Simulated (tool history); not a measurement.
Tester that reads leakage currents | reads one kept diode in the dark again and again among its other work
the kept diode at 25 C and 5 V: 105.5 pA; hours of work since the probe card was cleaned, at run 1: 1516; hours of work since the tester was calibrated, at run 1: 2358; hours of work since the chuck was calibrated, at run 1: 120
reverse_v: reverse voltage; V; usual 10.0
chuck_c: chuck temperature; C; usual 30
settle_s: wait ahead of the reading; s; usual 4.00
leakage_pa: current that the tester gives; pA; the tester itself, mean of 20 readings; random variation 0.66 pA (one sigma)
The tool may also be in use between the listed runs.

run    hour  reverse_v  chuck_c  settle_s  hours of work since the probe card was cleaned  hours of work since the tester was calibrated  hours of work since the chuck was calibrated  leakage_pa
  1     0.0       10.0       30      4.00                                            1516                                           2358                                           120      241.95
  2    93.7       10.0       26      4.00                                            1576                                           2417                                           179      187.93
  3   219.4       10.0       30      4.00                                            1655                                           2497                                           258      246.09
      256.1  -- probe card cleaned and baked
  4   281.6       10.0       30      4.00                                              16                                           2534                                           296      225.41
  5   397.1       10.0       30      4.00                                              89                                           2607                                           369      226.15
  6   459.1       10.0       30      4.00                                             128                                           2646                                           408      229.78
  7   516.9       10.0       30      4.00                                             165                                           2683                                           444      230.88
  8   611.8       10.0       30      4.00                                             225                                           2743                                           504      234.25
  9   679.6       10.0       30      4.00                                             268                                           2786                                           547      234.86
 10   758.5       10.0       30      4.00                                             318                                           2836                                           597      236.66
 11   866.2       10.0       30      4.00                                             386                                           2904                                           665      240.17
 12   923.3       10.0       30      4.00                                             422                                           2940                                           701      242.55
 13  1043.9       10.0       30      4.00                                             498                                           3016                                           778      244.98
 14  1161.0       10.0       30      4.00                                             572                                           3090                                           852      248.70
     1193.9  -- chuck's temperature calibrated
 15  1230.3       10.0       30      4.00                                             615                                           3133                                            23      224.95
 16  1283.6       10.0       30      4.00                                             648                                           3166                                            57      227.28
 17  1350.2       10.0       30      4.00                                             690                                           3208                                            99      227.98
 18  1406.1       10.0       30      4.00                                             726                                           3244                                           134      229.99
 19  1471.2       10.0       30      4.00                                             767                                           3285                                           175      231.54
 20  1582.3       10.0       30      4.00                                             837                                           3355                                           246      236.17
 21  1640.2       10.0       30      4.00                                             874                                           3392                                           282      236.09
 22  1736.9       18.4       44      1.96                                             935                                           3453                                           343      835.72
 23  1862.0       14.4       60      9.26                                            1014                                           3532                                           422     2022.86
 24  1963.5       10.0       30      0.33                                            1078                                           3596                                           487      249.51
 25  2037.2       10.0       22      0.33                                            1125                                           3643                                           533      147.57
 26  2142.6        6.4       30      6.10                                            1191                                           3709                                           600      195.75
 27  2270.3        8.2       39      0.38                                            1272                                           3790                                           680      418.34
 28  2358.7        8.2       39      0.38                                            1328                                           3846                                           736      420.32
 29  2480.7        8.2       39      0.38                                            1405                                           3923                                           813      425.73
     2576.0  -- chuck's temperature calibrated
 30  2602.0        8.2       39      0.38                                            1480                                           3998                                            16      391.59
 31  2670.1       10.0       30      2.10                                            1523                                           4041                                            59      239.34
 32  2744.8       10.0       55      0.32                                            1571                                           4089                                           107     1205.09
 33  2809.1       17.3       42      0.43                                            1611                                           4129                                           147      722.01
 34  2904.8        4.6       29      4.19                                            1672                                           4190                                           208      151.03
     2918.1  -- probe card cleaned and baked
 35  3034.3        4.4       30      0.36                                              73                                           4270                                           288      150.09
 36  3148.7        2.2       21      6.47                                             146                                           4342                                           360       53.57
 37  3234.7        2.2       21      6.47                                             200                                           4396                                           414       54.35

How the hidden state differs across the entries between the runs, from the last listed run before each to the first after it:
Between runs 3 and 4: probe card cleaned and baked (hour 256.1)
  stray current of the dirty probe card, pA a volt: 2.388 -> 0.045; current scale over the true one, %: -0.67 -> -0.68; true chuck temperature over the reading, C: 0.42 -> 0.5
  measured less the result without the state, leakage_pa: +28.74 -> +6.76 pA
Between runs 14 and 15: chuck's temperature calibrated (hour 1193.9)
  stray current of the dirty probe card, pA a volt: 0.829 -> 0.899; current scale over the true one, %: -0.86 -> -0.88; true chuck temperature over the reading, C: 1.45 -> 0.05
  measured less the result without the state, leakage_pa: +30.15 -> +7.55 pA
Between runs 29 and 30: chuck's temperature calibrated (hour 2576.0)
  stray current of the dirty probe card, pA a volt: 2.016 -> 2.131; current scale over the true one, %: -1.14 -> -1.17; true chuck temperature over the reading, C: 1.42 -> 0.11
  measured less the result without the state, leakage_pa: +49.72 -> +15.46 pA
Between runs 34 and 35: probe card cleaned and baked (hour 2918.1)
  stray current of the dirty probe card, pA a volt: 2.394 -> 0.127; current scale over the true one, %: -1.23 -> -1.26; true chuck temperature over the reading, C: 0.44 -> 0.58
  measured less the result without the state, leakage_pa: +13.62 -> +4.72 pA
